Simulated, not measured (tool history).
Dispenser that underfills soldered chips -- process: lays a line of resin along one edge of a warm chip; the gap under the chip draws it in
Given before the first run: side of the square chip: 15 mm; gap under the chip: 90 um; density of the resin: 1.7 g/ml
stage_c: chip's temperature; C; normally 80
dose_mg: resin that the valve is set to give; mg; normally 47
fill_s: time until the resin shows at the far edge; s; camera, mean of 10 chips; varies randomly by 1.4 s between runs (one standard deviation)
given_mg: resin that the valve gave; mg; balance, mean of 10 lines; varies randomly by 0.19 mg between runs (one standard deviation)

run,hour,stage_c,dose_mg,fill_s,given_mg
1,0,80,47,170.2,43.74
# hour 5.8: new syringe of resin
2,8.6,80,47,139.7,43.76
3,15,80,47,167.6,43.87
# hour 21.3: new syringe of resin
4,21.7,80,47,131.2,43.57
5,32,80,47,171.5,43.58
# hour 36.8: new syringe of resin
6,39.7,80,47,144.2,43.31
7,45.9,80,47,167.8,43.03
# hour 52.3: new syringe of resin
8,58.3,80,47,153.3,42.52
# hour 67.6: new syringe of resin
9,70.5,80,47,141.5,42.22
10,80.5,80,47,184.1,42.22
# hour 82.5: new syringe of resin
11,91.3,80,47,163.9,41.67
# hour 97.4: new syringe of resin
12,103.6,80,47,155.8,41.51
13,108.9,76,47,204.7,41.48
# hour 111.6: dispensing valve cleaned and set on the balance
# hour 113.3: new syringe of resin
14,117.3,80,53.3,141.4,53.25
15,127.4,80,47,184.6,46.86
# hour 128.3: new syringe of resin
16,137.8,80,47,162,46.35
# hour 144: new syringe of resin
17,147.5,79,47,143,46.22
18,153,79,47,166.5,45.96
# hour 159: new syringe of resin
19,160.8,92,49.3,82,48.09
20,167.5,92,49.3,96.8,48.13
# hour 174.4: new syringe of resin
21,179.5,92,49.3,90,47.51
22,188.2,70,47,269.7,44.9
# hour 189.8: new syringe of resin
23,199,70,47,240.6,45.09
# hour 205: new syringe of resin
24,209.4,80,59.8,139.9,57
25,218.8,80,59.8,174.5,56.35
# hour 220: new syringe of resin
26,227.8,67,43.6,276.9,41.09
# hour 235.6: new syringe of resin
27,236.4,79,47,138,43.91
28,243.7,79,51.7,158.9,48.26
29,249.7,75,50,219.4,46.62
# hour 250.7: new syringe of resin
30,256.4,92,52.7,91,48.86
31,262,92,52.7,104.8,48.75
# hour 266.1: new syringe of resin
32,272.8,92,52.7,89.6,48.32
# hour 280.9: new syringe of resin
33,280.9,92,52.7,78.2,47.97
34,291.2,86,55.9,124.6,50.99
# hour 296.2: new syringe of resin
35,296.7,70,49.4,188,44.57
36,308.1,85,46.8,140.4,42.21

Forecast each of these 3 alternatives for the next run:
# hour 311.5: new syringe of resin
A,317.3,85,44.7,?,?
# hour 311.5: new syringe of resin
B,317.3,88,46,?,?
# hour 311.5: new syringe of resin
C,317.3,72,44.1,?,?

run,fill_s,given_mg
A,126.3,40.25
B,111.7,41.26
C,212.1,39.49
What these runs would have given with no unlogged condition in the tool:
run,fill_s,given_mg
A,112.4,44.91
B,99.7,46.02
C,189.7,44.06
